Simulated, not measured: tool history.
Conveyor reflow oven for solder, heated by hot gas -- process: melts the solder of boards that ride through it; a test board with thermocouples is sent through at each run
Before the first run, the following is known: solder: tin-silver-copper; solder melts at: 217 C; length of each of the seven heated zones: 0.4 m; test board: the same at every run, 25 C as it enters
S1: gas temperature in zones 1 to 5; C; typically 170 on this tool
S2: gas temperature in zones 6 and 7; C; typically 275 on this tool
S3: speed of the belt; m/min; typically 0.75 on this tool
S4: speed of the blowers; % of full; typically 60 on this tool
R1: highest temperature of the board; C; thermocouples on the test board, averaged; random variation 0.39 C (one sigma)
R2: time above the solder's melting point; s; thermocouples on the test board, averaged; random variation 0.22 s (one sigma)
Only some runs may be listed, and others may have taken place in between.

run     day   S1   S2     S3  S4     R1    R2
  1       0  170  275   0.75  60    259  51.6
  2   1.379  170  275   0.75  60  258.6  51.6
  3   2.933  170  275   0.75  60  258.3    51
  4   4.279  184  275   0.75  60  260.2  56.5
  5   5.562  184  275   0.75  60    260  56.2
  6   7.892  184  287   0.75  60  270.4  60.8
  7   9.171  184  270   0.75  60  254.7  54.1
  8  10.138  184  270   0.75  60  253.6  53.7
  9  11.512  184  270   0.75  60  254.6  53.9
 10  13.042  184  276  0.854  60  255.6  46.7
 11   14.85  170  285   0.75  74  267.2  55.3
 12  16.792  165  275   0.66  82  261.2    60
 13  19.104  155  275  0.679  61  255.9  51.9
 14  20.192  155  275  0.679  61  256.3  51.9
 15  21.883  155  275  0.679  61  259.5  54.6
 16  23.396  155  275  0.643  86  263.5  59.8
 17  25.071  158  275  0.643  86    264  60.8
 18  26.792  158  275  0.643  86  263.4  60.4

Not shown: 3 entries that the log had between the listed runs. Between which runs, and how does the tool's hidden state differ before and after?
Logged between run 6 and run 7: flux residue cleaned out of gas plates and filters (day 8.225)
  heat that the gas passes to the board, % of a clean oven's: 92.4 -> 88.9; belt's true speed, % of the reading: 98.21 -> 98.16; true gas temperature in zones 6 and 7 over the reading, C: -2.4 -> -2.46
  what was measured, less what the result would be without the hidden state, R1: -3.1 -> -3.6 C; R2: +0.1 -> -1 s
Logged between run 14 and run 15: flux residue cleaned out of gas plates and filters, once more (day 21.262)
  heat that the gas passes to the board, % of a clean oven's: 82.5 -> 99.2; belt's true speed, % of the reading: 97.71 -> 97.65; true gas temperature in zones 6 and 7 over the reading, C: -3.12 -> -3.21
  what was measured, less what the result would be without the hidden state, R1: -6 -> -2.4 C; R2: -2.8 -> +0.2 s
Logged between run 15 and run 16: belt drive overhauled, speed set with a stopwatch (day 23.396)
  heat that the gas passes to the board, % of a clean oven's: 99.2 -> 98.3; belt's true speed, % of the reading: 97.65 -> 99.79; true gas temperature in zones 6 and 7 over the reading, C: -3.21 -> -3.29
  what was measured, less what the result would be without the hidden state, R1: -2.4 -> -3.4 C; R2: +0.2 -> -1.4 s
